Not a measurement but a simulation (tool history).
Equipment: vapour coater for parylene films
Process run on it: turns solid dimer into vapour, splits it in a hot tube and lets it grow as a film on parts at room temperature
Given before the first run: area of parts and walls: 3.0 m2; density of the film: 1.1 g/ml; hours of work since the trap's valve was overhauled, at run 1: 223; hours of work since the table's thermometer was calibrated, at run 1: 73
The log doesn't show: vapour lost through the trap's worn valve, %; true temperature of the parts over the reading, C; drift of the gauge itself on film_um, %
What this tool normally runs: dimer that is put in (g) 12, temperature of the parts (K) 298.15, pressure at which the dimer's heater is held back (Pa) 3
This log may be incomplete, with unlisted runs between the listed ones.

| run | hour | dimer that is put in (g) | temperature of the parts (K) | pressure at which the dimer's heater is held back (Pa) | hours of work since the trap's valve was overhauled | hours of work since the table's thermometer was calibrated | thickness of the film (nm) |
|---|---|---|---|---|---|---|---|
| 1 | 0 | 12 | 298.15 | 3 | 223 | 73 | 2360 |
| 2 | 32.5 | 12 | 298.15 | 3 | 239 | 89 | 2350 |
| 3 | 51.3 | 6 | 298.15 | 3 | 248 | 98 | 1170 |
| 4 | 85.8 | 6 | 298.15 | 3 | 265 | 115 | 1180 |
| 5 | 110.2 | 6 | 298.15 | 3 | 277 | 127 | 1170 |
| 6 | 134.5 | 6 | 298.15 | 3 | 289 | 139 | 1180 |
| 7 | 172.4 | 12 | 298.15 | 2.52 | 308 | 157 | 2370 |
| 8 | 203.4 | 12 | 298.15 | 2.52 | 323 | 173 | 2380 |
| 9 | 228.4 | 12 | 298.15 | 3 | 335 | 185 | 2300 |
| 10 | 263.7 | 12 | 298.15 | 3 | 353 | 202 | 2280 |
| 11 | 298.1 | 12 | 298.15 | 3 | 369 | 219 | 2300 |
| 12 | 335.5 | 12 | 299.15 | 3 | 388 | 238 | 2240 |
| 13 | 361.8 | 12 | 299.15 | 2.94 | 401 | 251 | 2250 |
| 14 | 394.2 | 12 | 299.15 | 2.94 | 417 | 267 | 2250 |
| 15 | 427.1 | 12 | 299.15 | 2.94 | 433 | 283 | 2240 |
|  | 434.4 | trap's valve overhauled |
| 16 | 449.1 | 12 | 298.15 | 3 | 7 | 292 | 2090 |
| 17 | 468.8 | 12 | 298.15 | 3 | 17 | 301 | 2100 |
| 18 | 502 | 12 | 298.15 | 3 | 33 | 318 | 2090 |
| 19 | 525.8 | 12 | 298.15 | 3 | 45 | 329 | 2060 |
| 20 | 542.5 | 12 | 306.15 | 3 | 53 | 338 | 1800 |
| 21 | 565.7 | 12 | 306.15 | 3 | 65 | 349 | 1790 |
| 22 | 597.1 | 12 | 298.15 | 3 | 80 | 364 | 2060 |
| 23 | 617.7 | 5 | 298.15 | 3 | 90 | 375 | 850 |
| 24 | 639 | 5 | 298.15 | 2.51 | 101 | 385 | 870 |
|  | 662.3 | trap's valve overhauled, once more |
| 25 | 677.5 | 12 | 298.15 | 2.2 | 7 | 402 | 2630 |
| 26 | 705.3 | 12 | 295.15 | 6.82 | 21 | 416 | 2240 |
| 27 | 724 | 17 | 290.15 | 8.53 | 30 | 425 | 3320 |
| 28 | 746.5 | 6 | 290.15 | 8.53 | 41 | 436 | 1150 |
| 29 | 762.2 | 13 | 297.15 | 7.76 | 49 | 444 | 2280 |
| 30 | 787 | 8 | 298.15 | 3 | 61 | 456 | 1610 |
| 31 | 822.1 | 12 | 294.15 | 3 | 79 | 473 | 2620 |
| 32 | 855.3 | 12 | 294.15 | 3 | 95 | 490 | 2610 |
| 33 | 880.8 | 16 | 294.15 | 2.8 | 108 | 502 | 3550 |
| 34 | 905.9 | 16 | 303.15 | 3 | 120 | 514 | 2940 |
| 35 | 938 | 6 | 296.15 | 7.54 | 136 | 530 | 1050 |
| 36 | 974.7 | 16 | 294.15 | 3.67 | 154 | 548 | 3340 |
| 37 | 1008.3 | 19 | 292.15 | 6.04 | 170 | 565 | 3740 |
| 38 | 1027.7 | 19 | 303.15 | 6.04 | 180 | 574 | 3040 |
| 39 | 1059.9 | 19 | 303.15 | 6.04 | 196 | 590 | 3050 |
| 40 | 1094.6 | 12 | 299.15 | 3 | 213 | 607 | 2310 |
| 41 | 1115.6 | 12 | 299.15 | 3 | 223 | 618 | 2310 |
| 42 | 1131.7 | 12 | 299.15 | 3 | 231 | 626 | 2320 |
| 43 | 1154.7 | 12 | 299.15 | 2.1 | 242 | 637 | 2500 |
| 44 | 1180.7 | 19 | 305.15 | 3.6 | 255 | 650 | 3170 |
| 45 | 1215.7 | 19 | 293.15 | 4.51 | 272 | 667 | 3750 |
| 46 | 1240.6 | 12 | 306.15 | 2.15 | 285 | 679 | 2130 |

How the hidden state differs across the entries between the runs, from the last listed run before each to the first after it:
Run 15 -> run 16: trap's valve overhauled (hour 434.4)
  vapour lost through the trap's worn valve, %: 9.8 -> 15.9; true temperature of the parts over the reading, C: -0.29 -> -0.3
  measured result minus the result with no hidden state, thickness of the film (nm): -230 -> -380
Run 24 -> run 25: trap's valve overhauled, once more (hour 662.3)
  vapour lost through the trap's worn valve, %: 18.1 -> 0.7; true temperature of the parts over the reading, C: -0.37 -> -0.38
  measured result minus the result with no hidden state, thickness of the film (nm): -190 -> +0
